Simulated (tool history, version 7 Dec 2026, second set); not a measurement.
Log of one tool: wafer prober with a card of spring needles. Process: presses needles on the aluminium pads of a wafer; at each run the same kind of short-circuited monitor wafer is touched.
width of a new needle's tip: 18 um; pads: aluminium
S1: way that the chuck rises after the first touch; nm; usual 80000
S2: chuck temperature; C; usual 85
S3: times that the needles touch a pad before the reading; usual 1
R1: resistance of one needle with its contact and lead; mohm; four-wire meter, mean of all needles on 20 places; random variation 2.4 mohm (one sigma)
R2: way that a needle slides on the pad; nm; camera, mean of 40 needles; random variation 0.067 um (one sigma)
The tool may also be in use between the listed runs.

run	hour	S1	S2	S3	R1	R2
1	0	80000	85	1	394	16170
# hour 1.3: tips cleaned on abrasive film
# hour 6.3: tips cleaned on abrasive film
# hour 12.4: tips cleaned on abrasive film
2	15.6	80000	85	1	379	16130
# hour 18.2: tips cleaned on abrasive film
# hour 24.3: tips cleaned on abrasive film
# hour 29.5: tips cleaned on abrasive film
3	29.5	86000	85	1	295	17330
# hour 35.6: tips cleaned on abrasive film
# hour 41.8: tips cleaned on abrasive film
4	46.5	86000	85	1	385	17250
# hour 47.8: tips cleaned on abrasive film
# hour 52.7: tips cleaned on abrasive film
# hour 58.9: tips cleaned on abrasive film
# hour 65.1: tips cleaned on abrasive film
5	69.6	80000	85	2	353	15850
# hour 71: tips cleaned on abrasive film
# hour 72.5: height of the first contact set anew
# hour 77.4: tips cleaned on abrasive film
# hour 82.4: tips cleaned on abrasive film
# hour 88.6: tips cleaned on abrasive film
6	90.3	66000	85	2	349	13260
# hour 93.9: tips cleaned on abrasive film
# hour 100.1: tips cleaned on abrasive film
# hour 106.2: tips cleaned on abrasive film
7	108.6	66000	85	2	360	13340
# hour 112.4: tips cleaned on abrasive film
# hour 118.6: tips cleaned on abrasive film
# hour 124.7: tips cleaned on abrasive film
# hour 130.9: tips cleaned on abrasive film
8	132.6	66000	85	2	352	13280
# hour 136.4: tips cleaned on abrasive film
# hour 141.3: tips cleaned on abrasive film
# hour 147.5: tips cleaned on abrasive film
# hour 152.5: tips cleaned on abrasive film
9	156.6	66000	85	2	381	13090
# hour 157.9: tips cleaned on abrasive film
# hour 162.9: tips cleaned on abrasive film
# hour 169.1: tips cleaned on abrasive film
# hour 175.2: tips cleaned on abrasive film
10	175.3	66000	85	2	300	13150
# hour 180.3: tips cleaned on abrasive film
# hour 186.4: tips cleaned on abrasive film
# hour 187.9: height of the first contact set anew
11	191.2	66000	85	2	383	13580
# hour 192.5: tips cleaned on abrasive film
# hour 197.5: tips cleaned on abrasive film
# hour 203.5: tips cleaned on abrasive film
# hour 208.5: tips cleaned on abrasive film
12	212.2	80000	85	2	339	16240
# hour 213.6: tips cleaned on abrasive film
# hour 219.7: tips cleaned on abrasive film
# hour 225.9: tips cleaned on abrasive film
# hour 231.1: tips cleaned on abrasive film
13	231.1	66000	85	1	307	13340
# hour 237.2: tips cleaned on abrasive film
# hour 243.4: tips cleaned on abrasive film
# hour 249.5: tips cleaned on abrasive film
# hour 255.7: tips cleaned on abrasive film
14	258	86000	114	2	339	17270
# hour 261.8: tips cleaned on abrasive film
# hour 267.9: tips cleaned on abrasive film
# hour 272.9: tips cleaned on abrasive film
# hour 279.1: tips cleaned on abrasive film
15	281.2	80000	31	1	363	15890
# hour 284.9: tips cleaned on abrasive film
# hour 291.1: tips cleaned on abrasive film
16	292.8	68000	46	3	312	13390
# hour 296.5: tips cleaned on abrasive film
# hour 302.7: tips cleaned on abrasive film
# hour 303: height of the first contact set anew
# hour 309.1: tips cleaned on abrasive film
# hour 314.5: tips cleaned on abrasive film
17	314.5	68000	46	3	275	13790

Run 18 comes next. What will it give?
# hour 320.7: tips cleaned on abrasive film
# hour 326.8: tips cleaned on abrasive film
# hour 333: tips cleaned on abrasive film
# hour 345: card fitted with new needles
# hour 351.2: tips cleaned on abrasive film
18	352	65000	50	3	?	?

Run 18 gave R1 284 mohm, R2 13120 nm.
Without the tool's hidden state the same run would have given R1 268 mohm, R2 13140 nm.
